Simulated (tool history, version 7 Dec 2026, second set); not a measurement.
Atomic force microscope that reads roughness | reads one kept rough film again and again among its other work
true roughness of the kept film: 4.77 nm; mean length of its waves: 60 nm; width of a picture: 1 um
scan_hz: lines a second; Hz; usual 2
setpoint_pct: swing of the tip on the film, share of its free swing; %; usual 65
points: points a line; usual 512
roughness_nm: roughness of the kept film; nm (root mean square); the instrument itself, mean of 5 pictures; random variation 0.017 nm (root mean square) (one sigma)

| run | hour | scan_hz | setpoint_pct | points | roughness_nm |
|---|---|---|---|---|---|
| 1 | 0 | 2 | 65 | 512 | 3.703 |
| 2 | 12 | 2 | 65 | 774 | 3.65 |
| 3 | 38 | 2 | 65 | 678 | 3.607 |
| 4 | 54.5 | 2 | 65 | 678 | 3.554 |
| 5 | 73 | 2 | 65 | 1017 | 3.529 |
|  | 77 | new tip fitted |
| 6 | 90.1 | 2 | 65 | 512 | 4.028 |
| 7 | 112.7 | 2 | 65 | 512 | 3.993 |
| 8 | 134.3 | 2 | 65 | 512 | 3.927 |
| 9 | 154.1 | 2 | 65 | 739 | 3.853 |
| 10 | 167.9 | 2 | 65 | 739 | 3.835 |
| 11 | 186.7 | 2.92 | 81 | 508 | 3.107 |
| 12 | 211.4 | 2.92 | 81 | 508 | 3.043 |
| 13 | 229.7 | 3.64 | 56 | 744 | 3.693 |

The next listed run, before its measurement:
| 14 | 244 | 1.35 | 83 | 560 | ? |

Run 14 gave roughness_nm 3.406 nm (root mean square).
Without the tool's hidden state the same run would have given roughness_nm 3.871 nm (root mean square).

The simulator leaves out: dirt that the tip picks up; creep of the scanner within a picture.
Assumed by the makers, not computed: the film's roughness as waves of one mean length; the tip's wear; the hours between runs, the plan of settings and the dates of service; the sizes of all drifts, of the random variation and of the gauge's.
